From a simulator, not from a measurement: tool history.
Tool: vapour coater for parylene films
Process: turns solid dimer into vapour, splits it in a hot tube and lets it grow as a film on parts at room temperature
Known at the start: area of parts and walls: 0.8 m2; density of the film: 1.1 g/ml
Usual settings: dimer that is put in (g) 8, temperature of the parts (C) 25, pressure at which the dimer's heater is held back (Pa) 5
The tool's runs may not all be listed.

run,hour,dimer that is put in (g),temperature of the parts (C),pressure at which the dimer's heater is held back (Pa),thickness of the film (µm)
1,0,8,25,5,5.18
2,15.1,8,25,5,5.19
3,26.4,8,25,5.24,5.17
4,40.2,8,25,5.24,5.19
5,52,8,25,5.24,5.15
6,64.2,8,25,5.24,5.12
7,76.6,8,25,5,5.16
8,86.7,8,25,5,5.17
9,97.5,8,25,5,5.14
10,106.6,8,25,2.26,5.39
11,114.9,8,25,2.26,5.44
12,123.5,8,25,2.26,5.38
13,131.6,8,32,5,4.43
14,145,8,25,5,5.1
15,152.8,8,25,5,5.11
16,161.5,10,25,5,6.41
17,169,10,25,5,6.4
18,182.9,10,25,5,6.35
19,197.3,8,18,5,5.91
20,212.6,8,25,5,5.08
21,220.2,8,25,5,5.07
22,233.6,8,25,5,5.06
23,242,8,25,5,5.11
# hour 246.9: trap's valve overhauled
24,257.2,8,25,4.96,5.09
25,266.1,8,25,4.96,5.06
26,279.2,13,36,9.3,6.19
27,296.5,5,35,11.13,2.4
28,312,5,35,11.13,2.41
29,326,5,35,11.13,2.43
30,337.9,5,35,11.13,2.44
# hour 348.6: trap's valve overhauled, once more
31,349.3,5,31,4.16,2.94
32,365.2,5,31,4.16,2.92
33,375.4,14,27,5.19,8.81
34,389.1,7,28,2.81,4.45
35,404.9,12,22,6.46,8.24
36,420.9,5,25,6.16,3.22
37,434,5,25,6.16,3.21
38,450.3,5,25,6.39,3.22
39,461.3,5,25,2.69,3.4
40,474.1,3,25,3.61,1.99

The next listed run, before its measurement:
41,489.1,9,20,5.78,?

{"run 41": {"thickness of the film (µm)": 6.39}}
Without the tool's hidden state the same run would have given thickness of the film (µm) 6.5.
